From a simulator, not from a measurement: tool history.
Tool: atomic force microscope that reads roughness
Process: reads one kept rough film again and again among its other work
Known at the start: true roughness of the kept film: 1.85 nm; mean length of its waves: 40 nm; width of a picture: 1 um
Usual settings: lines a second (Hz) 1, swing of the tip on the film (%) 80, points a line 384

run  hour  lines a second (Hz)  swing of the tip on the film (%)  points a line  roughness of the kept film (nm (root mean square))
  1     0                    1                                80            384                                               1.468
      2.2  -- new tip fitted
  2  11.5                    1                                80            384                                               1.622
  3  17.5                 0.74                                80            384                                               1.619
  4  23.1                    1                                80            471                                               1.607
     24.5  -- height scale calibrated on a step standard
  5  35.5                    1                                80            471                                               1.574
  6  42.8                    1                                80            471                                               1.579
  7    52                    1                                80            471                                               1.576
  8  64.1                 0.72                                56            317                                               1.681
  9    72                 0.73                                69            317                                               1.637
 10  78.7                 3.69                                82            672                                                1.26
 11  86.2                 3.69                                82            672                                               1.247
     94.6  -- height scale calibrated on a step standard, once more
 12  97.8                 2.61                                84            789                                               1.307

5 ways to go on from here, each from the tool as it stands after run 12. What would each give?
  A  107.8                 0.82                                89            502                                                   ?
  B  107.8                 0.69                                80            704                                                   ?
  C  107.8                 0.87                                73            382                                                   ?
  D  107.8                    1                                70            384                                                   ?
  E  107.8                 0.56                                67            789                                                   ?

run  roughness of the kept film (nm (root mean square))
  A                                                 1.5
  B                                               1.568
  C                                               1.586
  D                                               1.588
  E                                                1.62
Without the tool's hidden state the same runs would have given:
run  roughness of the kept film (nm (root mean square))
  A                                               1.588
  B                                                1.66
  C                                               1.679
  D                                               1.681
  E                                               1.715
